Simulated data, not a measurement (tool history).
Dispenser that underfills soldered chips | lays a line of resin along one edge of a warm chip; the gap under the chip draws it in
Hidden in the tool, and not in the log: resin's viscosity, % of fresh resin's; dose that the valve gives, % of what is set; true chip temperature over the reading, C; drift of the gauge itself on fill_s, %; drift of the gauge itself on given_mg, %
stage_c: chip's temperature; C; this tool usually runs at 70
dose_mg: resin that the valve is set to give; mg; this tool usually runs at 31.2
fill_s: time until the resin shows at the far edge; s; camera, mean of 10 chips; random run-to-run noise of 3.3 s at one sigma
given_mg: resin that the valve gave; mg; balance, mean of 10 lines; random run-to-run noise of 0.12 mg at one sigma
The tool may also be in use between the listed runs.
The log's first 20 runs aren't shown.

run   hour  stage_c  dose_mg  hours of work since the syringe was changed  hours of work since the valve was cleaned  hours of work since the stage was calibrated  fill_s  given_mg
     209.2  -- new syringe of resin
 21  209.2       60     27.5                                            0                                         26                                           256   457.1     27.01
 22  219.0       60     27.5                                            8                                         34                                           263   777.9     26.77
     222.5  -- new syringe of resin
 23  230.0       73     33.5                                            6                                         42                                           272   436.4     32.41
     236.5  -- new syringe of resin
 24  241.8       67     36.9                                            4                                         52                                           281   474.7     35.51
 25  249.1       67     36.9                                           10                                         57                                           287   718.9     35.60
     250.2  -- new syringe of resin
 26  261.9       64     32.4                                            9                                         67                                           297   735.9     30.80
     264.7  -- new syringe of resin
 27  273.6       64     32.4                                            7                                         76                                           306   630.1     30.56
     276.5  -- stage's temperature calibrated
     279.7  -- new syringe of resin
 28  285.6       64     26.6                                            5                                         85                                             7   582.0     25.01
     293.3  -- new syringe of resin
 29  297.6       73     29.9                                            3                                         94                                            16   391.6     27.63
     306.9  -- new syringe of resin
 30  308.1       66     38.3                                            1                                        102                                            24   406.1     35.26
     313.8  -- dispensing valve cleaned and set on the balance
 31  317.9       66     38.3                                            8                                          3                                            31   639.8     38.05
     322.1  -- new syringe of resin
 32  327.2       66     38.3                                            4                                         10                                            39   503.5     37.87
     336.3  -- new syringe of resin
 33  339.0       84     26.9                                            2                                         20                                            48   257.6     26.35
 34  347.4       63     27.7                                            9                                         26                                            54   776.7     27.06
     349.9  -- new syringe of resin
 35  360.2       56     29.2                                            8                                         36                                            64   927.6     28.30

Below are 4 alternative next runs, each starting from the tool's condition after run 35. Predict each:
     363.4  -- new syringe of resin
  A  367.8       73     31.0                                            4                                         42                                            70       ?         ?
     363.4  -- new syringe of resin
  B  367.8       83     30.7                                            4                                         42                                            70       ?         ?
     363.4  -- new syringe of resin
  C  367.8       70     32.2                                            4                                         42                                            70       ?         ?
     363.4  -- new syringe of resin
  D  367.8       63     29.0                                            4                                         42                                            70       ?         ?

run  fill_s  given_mg
  A   378.0     29.96
  B   283.5     29.56
  C   417.5     30.81
  D   525.6     27.83
Without the tool's hidden state the same runs would have given:
run  fill_s  given_mg
  A   300.5     31.11
  B   225.2     30.70
  C   332.2     32.00
  D   417.4     28.90
